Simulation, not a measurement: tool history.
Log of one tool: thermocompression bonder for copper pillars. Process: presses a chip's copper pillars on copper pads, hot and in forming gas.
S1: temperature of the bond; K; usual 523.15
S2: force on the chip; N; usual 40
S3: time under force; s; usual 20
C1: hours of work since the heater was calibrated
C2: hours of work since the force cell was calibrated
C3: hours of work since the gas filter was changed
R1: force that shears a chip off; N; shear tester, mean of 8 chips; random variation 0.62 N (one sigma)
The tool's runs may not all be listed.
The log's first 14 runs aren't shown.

{"run": 15, "day": 5.254, "S1": 501.15, "S2": 40, "S3": 20, "C1": 159, "C2": 274, "C3": 62, "R1": 42.8}
{"run": 16, "day": 5.729, "S1": 523.15, "S2": 40, "S3": 20, "C1": 165, "C2": 280, "C3": 68, "R1": 59.5}
{"run": 17, "day": 6.058, "S1": 523.15, "S2": 40, "S3": 20, "C1": 169, "C2": 284, "C3": 73, "R1": 58.2}
{"run": 18, "day": 6.312, "S1": 523.15, "S2": 40, "S3": 20, "C1": 173, "C2": 288, "C3": 76, "R1": 58.6}
{"run": 19, "day": 6.725, "S1": 523.15, "S2": 55, "S3": 20, "C1": 178, "C2": 293, "C3": 82, "R1": 68.2}
{"run": 20, "day": 6.95, "S1": 523.15, "S2": 55, "S3": 20, "C1": 181, "C2": 296, "C3": 85, "R1": 68.8}
{"run": 21, "day": 7.179, "S1": 546.15, "S2": 40, "S3": 20, "C1": 184, "C2": 299, "C3": 88, "R1": 74.7}
{"run": 22, "day": 7.417, "S1": 546.15, "S2": 26, "S3": 47, "C1": 187, "C2": 302, "C3": 91, "R1": 76.1}
{"run": 23, "day": 7.788, "S1": 551.15, "S2": 40, "S3": 20, "C1": 192, "C2": 307, "C3": 96, "R1": 75.6}
{"run": 24, "day": 8.288, "S1": 551.15, "S2": 40, "S3": 20, "C1": 199, "C2": 314, "C3": 102, "R1": 76.0}
{"run": 25, "day": 8.546, "S1": 551.15, "S2": 40, "S3": 24, "C1": 202, "C2": 317, "C3": 106, "R1": 77.6}
{"run": 26, "day": 8.967, "S1": 551.15, "S2": 49, "S3": 36, "C1": 208, "C2": 323, "C3": 111, "R1": 86.2}
{"day": 9.233, "done": "forming gas filter changed"}
{"run": 27, "day": 9.267, "S1": 551.15, "S2": 49, "S3": 36, "C1": 211, "C2": 326, "C3": 0, "R1": 93.2}
{"run": 28, "day": 9.675, "S1": 523.15, "S2": 40, "S3": 17, "C1": 217, "C2": 332, "C3": 6, "R1": 58.9}
{"run": 29, "day": 10.021, "S1": 523.15, "S2": 40, "S3": 10, "C1": 221, "C2": 336, "C3": 10, "R1": 49.6}
{"run": 30, "day": 10.225, "S1": 523.15, "S2": 40, "S3": 10, "C1": 224, "C2": 339, "C3": 13, "R1": 48.7}
{"run": 31, "day": 10.583, "S1": 512.15, "S2": 28, "S3": 20, "C1": 229, "C2": 344, "C3": 18, "R1": 43.1}
{"run": 32, "day": 11.033, "S1": 523.15, "S2": 40, "S3": 18, "C1": 235, "C2": 350, "C3": 24, "R1": 59.4}
{"run": 33, "day": 11.329, "S1": 512.15, "S2": 40, "S3": 35, "C1": 239, "C2": 354, "C3": 28, "R1": 62.3}
{"run": 34, "day": 11.692, "S1": 512.15, "S2": 40, "S3": 35, "C1": 243, "C2": 358, "C3": 32, "R1": 62.3}
{"run": 35, "day": 12.104, "S1": 528.15, "S2": 36, "S3": 22, "C1": 249, "C2": 364, "C3": 38, "R1": 61.5}
{"run": 36, "day": 12.442, "S1": 523.15, "S2": 40, "S3": 44, "C1": 253, "C2": 368, "C3": 42, "R1": 72.9}
{"run": 37, "day": 12.758, "S1": 526.15, "S2": 29, "S3": 47, "C1": 257, "C2": 372, "C3": 46, "R1": 67.6}

Forecast run 38:
{"run": 38, "day": 13.05, "S1": 526.15, "S2": 29, "S3": 47, "C1": 261, "C2": 376, "C3": 50, "R1": "?"}

Run 38 gave R1 68.2 N.
Without the tool's hidden state the same run would have given R1 73.7 N.

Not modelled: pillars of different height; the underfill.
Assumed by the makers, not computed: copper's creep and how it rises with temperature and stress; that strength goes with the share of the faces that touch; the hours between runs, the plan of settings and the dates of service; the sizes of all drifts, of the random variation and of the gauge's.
